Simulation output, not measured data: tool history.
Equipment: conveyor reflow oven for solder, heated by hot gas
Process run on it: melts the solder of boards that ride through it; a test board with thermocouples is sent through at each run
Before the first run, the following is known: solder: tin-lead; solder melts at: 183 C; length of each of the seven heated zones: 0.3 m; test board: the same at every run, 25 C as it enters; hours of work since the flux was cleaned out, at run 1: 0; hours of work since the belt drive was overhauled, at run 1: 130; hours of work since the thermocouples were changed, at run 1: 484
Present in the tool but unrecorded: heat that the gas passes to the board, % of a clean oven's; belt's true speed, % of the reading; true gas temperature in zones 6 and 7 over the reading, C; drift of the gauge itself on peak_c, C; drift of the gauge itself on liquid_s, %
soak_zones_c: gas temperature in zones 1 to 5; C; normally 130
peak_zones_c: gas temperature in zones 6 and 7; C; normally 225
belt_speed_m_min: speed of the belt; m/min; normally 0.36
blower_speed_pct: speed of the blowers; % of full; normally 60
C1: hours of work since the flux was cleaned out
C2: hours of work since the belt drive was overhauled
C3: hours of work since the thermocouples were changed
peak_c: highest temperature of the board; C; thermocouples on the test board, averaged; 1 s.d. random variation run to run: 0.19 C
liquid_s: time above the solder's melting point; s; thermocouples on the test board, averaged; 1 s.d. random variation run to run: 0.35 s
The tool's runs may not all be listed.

Run 1, hour 0: usual settings; C1 0; C2 130; C3 484. Result: peak_c 205.7 C, liquid_s 56.4 s.
Run 2, hour 68: usual settings; C1 30; C2 160; C3 514. Result: peak_c 205.2 C, liquid_s 56.1 s.
Run 3, hour 128.4: usual settings; C1 56; C2 186; C3 541. Result: peak_c 205.7 C, liquid_s 57.1 s.
Run 4, hour 185: usual settings but blower_speed_pct 76 % of full; C1 81; C2 211; C3 566. Result: peak_c 209.8 C, liquid_s 63.6 s.
Run 5, hour 223.6: usual settings but soak_zones_c 121 C; C1 98; C2 228; C3 583. Result: peak_c 203.6 C, liquid_s 49.3 s.
Run 6, hour 261: usual settings; C1 115; C2 245; C3 599. Result: peak_c 205.5 C, liquid_s 55.7 s.
Run 7, hour 307.8: usual settings; C1 135; C2 265; C3 620. Result: peak_c 205.3 C, liquid_s 56.4 s.
Run 8, hour 372.4: usual settings; C1 164; C2 293; C3 648. Result: peak_c 205.7 C, liquid_s 56.7 s.
Run 9, hour 420.3: usual settings; C1 185; C2 315; C3 669. Result: peak_c 204.9 C, liquid_s 56.5 s.
Run 10, hour 483.6: usual settings but peak_zones_c 233 C, belt_speed_m_min 0.312 m/min, blower_speed_pct 53 % of full; C1 213; C2 342; C3 697. Result: peak_c 215 C, liquid_s 79.6 s.
Run 11, hour 519.5: usual settings but soak_zones_c 127 C, belt_speed_m_min 0.403 m/min; C1 228; C2 358; C3 713. Result: peak_c 200.1 C, liquid_s 41.4 s.

Forecast each of these 3 alternatives for the next run:
Run A, hour 553.4: usual settings but soak_zones_c 139 C, belt_speed_m_min 0.403 m/min, blower_speed_pct 58 % of full; C1 243; C2 373; C3 728. Result: peak_c ?, liquid_s ?.
Run B, hour 553.4: usual settings but soak_zones_c 116 C, belt_speed_m_min 0.403 m/min; C1 243; C2 373; C3 728. Result: peak_c ?, liquid_s ?.
Run C, hour 553.4: usual settings but soak_zones_c 129 C, peak_zones_c 239 C, belt_speed_m_min 0.409 m/min; C1 243; C2 373; C3 728. Result: peak_c ?, liquid_s ?.

run  peak_c  liquid_s
  A   202.6      48.3
  B   197.7      33.2
  C     212      55.2
With the hidden condition removed and each run's random variation left untouched, the same runs would have given:
run  peak_c  liquid_s
  A   202.7      48.4
  B   197.8      33.2
  C     212      55.3
